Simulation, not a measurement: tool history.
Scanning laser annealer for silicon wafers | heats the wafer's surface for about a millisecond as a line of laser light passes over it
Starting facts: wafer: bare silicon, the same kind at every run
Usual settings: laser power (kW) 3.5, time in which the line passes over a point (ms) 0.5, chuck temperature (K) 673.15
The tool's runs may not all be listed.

run  hour  laser power (kW)  time in which the line passes over a point (ms)  chuck temperature (K)  highest temperature of the surface (K)
  1     0               3.5                                              0.5                 673.15                                 1453.15
  2     5               3.5                                              0.5                 673.15                                 1453.15
  3  12.6               3.5                                              0.5                 673.15                                 1453.15
  4  19.7               3.5                                              0.5                 673.15                                 1450.15
  5  28.8               3.5                                            0.473                 673.15                                 1427.15
  6  32.7               3.5                                            0.473                 673.15                                 1429.15
  7  42.1               3.5                                              0.5                 673.15                                 1452.15
  8  46.4               3.5                                            0.401                 673.15                                 1366.15
  9  52.2             3.064                                              0.5                 673.15                                 1346.15
 10  60.1             3.064                                              0.5                 673.15                                 1347.15
 11  67.6               3.5                                              0.5                 673.15                                 1446.15
 12  76.9               3.5                                              0.5                 673.15                                 1450.15
 13  83.2             3.041                                              0.5                 673.15                                 1340.15

What will run 14 give?
 14  89.5             3.041                                              0.5                 673.15                                       ?

{"run 14": {"highest temperature of the surface (K)": 1337.15}}
Minus the tool's unlogged condition, the same run would have read highest temperature of the surface (K) 1372.15.

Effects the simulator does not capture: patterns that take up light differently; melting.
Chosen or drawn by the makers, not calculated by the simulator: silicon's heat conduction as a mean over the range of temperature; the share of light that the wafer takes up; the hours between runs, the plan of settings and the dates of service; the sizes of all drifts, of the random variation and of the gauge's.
